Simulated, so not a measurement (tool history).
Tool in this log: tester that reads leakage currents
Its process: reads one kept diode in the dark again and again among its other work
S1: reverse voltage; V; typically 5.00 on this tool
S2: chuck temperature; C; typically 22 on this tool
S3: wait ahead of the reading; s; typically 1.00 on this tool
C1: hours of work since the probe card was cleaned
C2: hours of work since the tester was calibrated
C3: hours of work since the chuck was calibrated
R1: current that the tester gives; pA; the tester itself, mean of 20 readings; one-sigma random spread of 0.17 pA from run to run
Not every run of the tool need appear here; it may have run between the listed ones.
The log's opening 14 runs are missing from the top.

{"run": 15, "hour": 1020.0, "S1": 5.0, "S2": 22, "S3": 8.49, "C1": 386, "C2": 2791, "C3": 740, "R1": 50.18}
{"run": 16, "hour": 1065.3, "S1": 5.0, "S2": 44, "S3": 1.0, "C1": 416, "C2": 2821, "C3": 771, "R1": 245.22}
{"run": 17, "hour": 1148.1, "S1": 5.0, "S2": 44, "S3": 1.0, "C1": 472, "C2": 2876, "C3": 826, "R1": 243.47}
{"run": 18, "hour": 1197.3, "S1": 5.0, "S2": 41, "S3": 1.0, "C1": 505, "C2": 2909, "C3": 859, "R1": 197.95}
{"run": 19, "hour": 1261.7, "S1": 7.62, "S2": 22, "S3": 1.0, "C1": 547, "C2": 2952, "C3": 902, "R1": 59.69}
{"run": 20, "hour": 1305.4, "S1": 5.0, "S2": 42, "S3": 1.0, "C1": 577, "C2": 2981, "C3": 931, "R1": 210.07}
{"run": 21, "hour": 1391.1, "S1": 5.0, "S2": 40, "S3": 1.0, "C1": 634, "C2": 3038, "C3": 988, "R1": 183.79}
{"run": 22, "hour": 1449.4, "S1": 5.0, "S2": 40, "S3": 1.0, "C1": 673, "C2": 3077, "C3": 1027, "R1": 182.81}
{"run": 23, "hour": 1546.3, "S1": 5.0, "S2": 56, "S3": 1.0, "C1": 737, "C2": 3142, "C3": 1092, "R1": 520.07}
{"run": 24, "hour": 1646.5, "S1": 5.0, "S2": 34, "S3": 1.0, "C1": 804, "C2": 3209, "C3": 1158, "R1": 118.89}
{"run": 25, "hour": 1737.5, "S1": 5.0, "S2": 34, "S3": 1.0, "C1": 865, "C2": 3269, "C3": 1219, "R1": 117.9}
{"run": 26, "hour": 1838.1, "S1": 1.28, "S2": 22, "S3": 5.29, "C1": 932, "C2": 3337, "C3": 1286, "R1": 30.48}
{"run": 27, "hour": 1906.3, "S1": 1.28, "S2": 45, "S3": 4.09, "C1": 978, "C2": 3382, "C3": 1332, "R1": 160.21}
{"run": 28, "hour": 1956.3, "S1": 1.28, "S2": 45, "S3": 4.09, "C1": 1011, "C2": 3415, "C3": 1365, "R1": 159.93}
{"run": 29, "hour": 2048.7, "S1": 8.21, "S2": 21, "S3": 0.65, "C1": 1073, "C2": 3477, "C3": 1427, "R1": 58.13}
{"run": 30, "hour": 2105.1, "S1": 8.21, "S2": 21, "S3": 0.65, "C1": 1110, "C2": 3515, "C3": 1465, "R1": 58.53}
{"run": 31, "hour": 2196.5, "S1": 5.0, "S2": 53, "S3": 0.63, "C1": 1171, "C2": 3576, "C3": 1526, "R1": 415.66}
{"hour": 2285.4, "done": "chuck's temperature calibrated"}
{"run": 32, "hour": 2301.2, "S1": 3.17, "S2": 21, "S3": 0.38, "C1": 1240, "C2": 3644, "C3": 11, "R1": 47.03}
{"run": 33, "hour": 2351.7, "S1": 3.17, "S2": 21, "S3": 0.38, "C1": 1274, "C2": 3678, "C3": 44, "R1": 46.92}
{"run": 34, "hour": 2406.8, "S1": 2.31, "S2": 44, "S3": 3.45, "C1": 1310, "C2": 3715, "C3": 81, "R1": 203.06}
{"run": 35, "hour": 2462.4, "S1": 11.52, "S2": 22, "S3": 1.0, "C1": 1347, "C2": 3752, "C3": 118, "R1": 80.68}
{"run": 36, "hour": 2545.9, "S1": 11.52, "S2": 42, "S3": 1.56, "C1": 1403, "C2": 3808, "C3": 174, "R1": 300.91}
{"run": 37, "hour": 2623.1, "S1": 16.01, "S2": 37, "S3": 0.34, "C1": 1455, "C2": 3859, "C3": 225, "R1": 254.86}
{"run": 38, "hour": 2723.8, "S1": 16.01, "S2": 37, "S3": 4.35, "C1": 1522, "C2": 3926, "C3": 293, "R1": 241.33}
{"run": 39, "hour": 2807.4, "S1": 1.75, "S2": 48, "S3": 0.42, "C1": 1578, "C2": 3982, "C3": 348, "R1": 236.93}

Alternative continuations, all from the tool just after run 39; predict every row:
{"run": "A", "hour": 2878.4, "S1": 1.75, "S2": 48, "S3": 0.68, "C1": 1625, "C2": 4029, "C3": 396, "R1": "?"}
{"run": "B", "hour": 2878.4, "S1": 12.41, "S2": 42, "S3": 0.91, "C1": 1625, "C2": 4029, "C3": 396, "R1": "?"}
{"run": "C", "hour": 2878.4, "S1": 1.75, "S2": 43, "S3": 3.55, "C1": 1625, "C2": 4029, "C3": 396, "R1": "?"}
{"run": "D", "hour": 2878.4, "S1": 1.41, "S2": 21, "S3": 4.59, "C1": 1625, "C2": 4029, "C3": 396, "R1": "?"}
{"run": "E", "hour": 2878.4, "S1": 9.84, "S2": 28, "S3": 0.77, "C1": 1625, "C2": 4029, "C3": 396, "R1": "?"}

run=A R1=234.68
run=B R1=305.79
run=C R1=168.29
run=D R1=32.37
run=E R1=112.30
With no hidden state in the tool, these same runs would have given:
run=A R1=239.41
run=B R1=301.72
run=C R1=171.38
run=D R1=32.03
run=E R1=105.57
